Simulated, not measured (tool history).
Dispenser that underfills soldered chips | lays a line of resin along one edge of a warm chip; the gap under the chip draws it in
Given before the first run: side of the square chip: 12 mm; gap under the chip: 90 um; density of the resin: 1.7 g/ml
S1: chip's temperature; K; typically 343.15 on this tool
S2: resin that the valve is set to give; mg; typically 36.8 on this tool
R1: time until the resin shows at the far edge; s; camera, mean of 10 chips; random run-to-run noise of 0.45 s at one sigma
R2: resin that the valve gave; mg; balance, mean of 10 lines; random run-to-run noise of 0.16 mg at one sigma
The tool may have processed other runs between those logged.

{"run": 1, "day": 0.0, "S1": 343.15, "S2": 36.8, "R1": 69.8, "R2": 35.73}
{"run": 2, "day": 0.162, "S1": 343.15, "S2": 36.8, "R1": 36.4, "R2": 35.78}
{"run": 3, "day": 0.254, "S1": 343.15, "S2": 36.8, "R1": 40.2, "R2": 35.71}
{"run": 4, "day": 0.462, "S1": 343.15, "S2": 36.3, "R1": 51.1, "R2": 34.97}
{"run": 5, "day": 0.592, "S1": 343.15, "S2": 36.3, "R1": 58.6, "R2": 35.21}
{"run": 6, "day": 0.817, "S1": 343.15, "S2": 36.7, "R1": 34.2, "R2": 35.62}
{"run": 7, "day": 0.946, "S1": 343.15, "S2": 33.7, "R1": 40.1, "R2": 32.68}
{"run": 8, "day": 1.121, "S1": 343.15, "S2": 33.7, "R1": 49, "R2": 32.67}
{"run": 9, "day": 1.321, "S1": 343.15, "S2": 36.8, "R1": 58.9, "R2": 35.66}
{"run": 10, "day": 1.429, "S1": 334.15, "S2": 36.8, "R1": 105.7, "R2": 35.63}
{"run": 11, "day": 1.533, "S1": 334.15, "S2": 36.8, "R1": 53.2, "R2": 35.61}
{"run": 12, "day": 1.788, "S1": 334.15, "S2": 36.8, "R1": 67.4, "R2": 36.96}
{"run": 13, "day": 1.921, "S1": 343.15, "S2": 36.8, "R1": 49.9, "R2": 36.91}
{"run": 14, "day": 2.129, "S1": 343.15, "S2": 36.8, "R1": 61.3, "R2": 36.58}
{"run": 15, "day": 2.221, "S1": 343.15, "S2": 36.8, "R1": 69.6, "R2": 36.88}
{"run": 16, "day": 2.329, "S1": 343.15, "S2": 36.8, "R1": 34.8, "R2": 36.51}
{"run": 17, "day": 2.438, "S1": 343.15, "S2": 36.8, "R1": 39, "R2": 36.67}
{"run": 18, "day": 2.642, "S1": 351.15, "S2": 36.8, "R1": 34.1, "R2": 36.6}
{"run": 19, "day": 2.792, "S1": 337.15, "S2": 45, "R1": 77.8, "R2": 44.59}
{"run": 20, "day": 2.908, "S1": 346.15, "S2": 36.2, "R1": 57.5, "R2": 35.99}
{"run": 21, "day": 3.058, "S1": 353.15, "S2": 33.5, "R1": 21.4, "R2": 33.21}
{"run": 22, "day": 3.179, "S1": 353.15, "S2": 36.8, "R1": 24.5, "R2": 36.43}
{"run": 23, "day": 3.333, "S1": 353.15, "S2": 36.8, "R1": 29.6, "R2": 36.53}
{"run": 24, "day": 3.442, "S1": 353.15, "S2": 36.8, "R1": 33.1, "R2": 36.41}
{"run": 25, "day": 3.529, "S1": 353.15, "S2": 36.8, "R1": 36.4, "R2": 36.5}
{"run": 26, "day": 3.754, "S1": 338.15, "S2": 41.9, "R1": 43.1, "R2": 41.14}
{"run": 27, "day": 3.962, "S1": 338.15, "S2": 41.9, "R1": 56.5, "R2": 41.38}
{"run": 28, "day": 4.171, "S1": 338.15, "S2": 41.9, "R1": 68.2, "R2": 41.35}
{"run": 29, "day": 4.308, "S1": 338.15, "S2": 41.9, "R1": 80.5, "R2": 41.28}
{"run": 30, "day": 4.479, "S1": 355.15, "S2": 35.4, "R1": 19.6, "R2": 35.08}
{"run": 31, "day": 4.654, "S1": 355.15, "S2": 38.7, "R1": 24.3, "R2": 38.01}
{"run": 32, "day": 4.783, "S1": 328.15, "S2": 44.5, "R1": 104.1, "R2": 43.93}
{"run": 33, "day": 4.917, "S1": 328.15, "S2": 44.5, "R1": 117.2, "R2": 43.61}
{"run": 34, "day": 5.017, "S1": 349.15, "S2": 41.5, "R1": 45.8, "R2": 41.16}
{"run": 35, "day": 5.162, "S1": 343.15, "S2": 32.6, "R1": 76.2, "R2": 31.75}

Removed from this log: 8 entries logged between the listed runs. Between which two listed runs does each belong, and how does the tool's hidden state at the listed run before it compare with that at the listed run after it?
Runs 1 to 2: new syringe of resin (day 0.075)
  resin's viscosity, % of fresh resin's: 205.9 -> 108.6; dose that the valve gives, % of what is set: 97.46 -> 97.38
  difference, measured minus the result without the unlogged condition, R1: +36 -> +3.2 s; R2: -0.93 -> -0.97 mg
Runs 5 to 6: new syringe of resin (day 0.8)
  resin's viscosity, % of fresh resin's: 174.3 -> 101.5; dose that the valve gives, % of what is set: 97.16 -> 97.04; true chip temperature over the reading, C: -0.18 -> -0.19
  difference, measured minus the result without the unlogged condition, R1: +25.3 -> +0.9 s; R2: -1.03 -> -1.08 mg
Runs 10 to 11: new syringe of resin (day 1.521)
  resin's viscosity, % of fresh resin's: 199.6 -> 101.1; dose that the valve gives, % of what is set: 96.69 -> 96.65
  difference, measured minus the result without the unlogged condition, R1: +53.3 -> +1.3 s; R2: -1.22 -> -1.23 mg
Runs 11 to 12: dispensing valve cleaned and set on the balance (day 1.788)
  resin's viscosity, % of fresh resin's: 101.1 -> 127.7; dose that the valve gives, % of what is set: 96.65 -> 100.04; true chip temperature over the reading, C: -0.22 -> -0.23
  difference, measured minus the result without the unlogged condition, R1: +1.3 -> +15.2 s; R2: -1.23 -> +0.01 mg
Runs 15 to 16: new syringe of resin (day 2.292)
  resin's viscosity, % of fresh resin's: 205.9 -> 104.5; dose that the valve gives, % of what is set: 99.82 -> 99.76
  difference, measured minus the result without the unlogged condition, R1: +36 -> +1.9 s; R2: -0.06 -> -0.09 mg
Runs 20 to 21: new syringe of resin (day 3.012)
  resin's viscosity, % of fresh resin's: 197.3 -> 104.4; dose that the valve gives, % of what is set: 99.46 -> 99.38
  difference, measured minus the result without the unlogged condition, R1: +28.4 -> +1.2 s; R2: -0.2 -> -0.2 mg
Runs 25 to 26: new syringe of resin (day 3.742)
  resin's viscosity, % of fresh resin's: 175.1 -> 101.4; dose that the valve gives, % of what is set: 99.13 -> 99; true chip temperature over the reading, C: -0.3 -> -0.31
  difference, measured minus the result without the unlogged condition, R1: +15.9 -> +1.3 s; R2: -0.33 -> -0.41 mg
Runs 29 to 30: new syringe of resin (day 4.467)
  resin's viscosity, % of fresh resin's: 187 -> 102.6; dose that the valve gives, % of what is set: 98.69 -> 98.6; true chip temperature over the reading, C: -0.33 -> -0.34
  difference, measured minus the result without the unlogged condition, R1: +38.2 -> +0.8 s; R2: -0.55 -> -0.5 mg
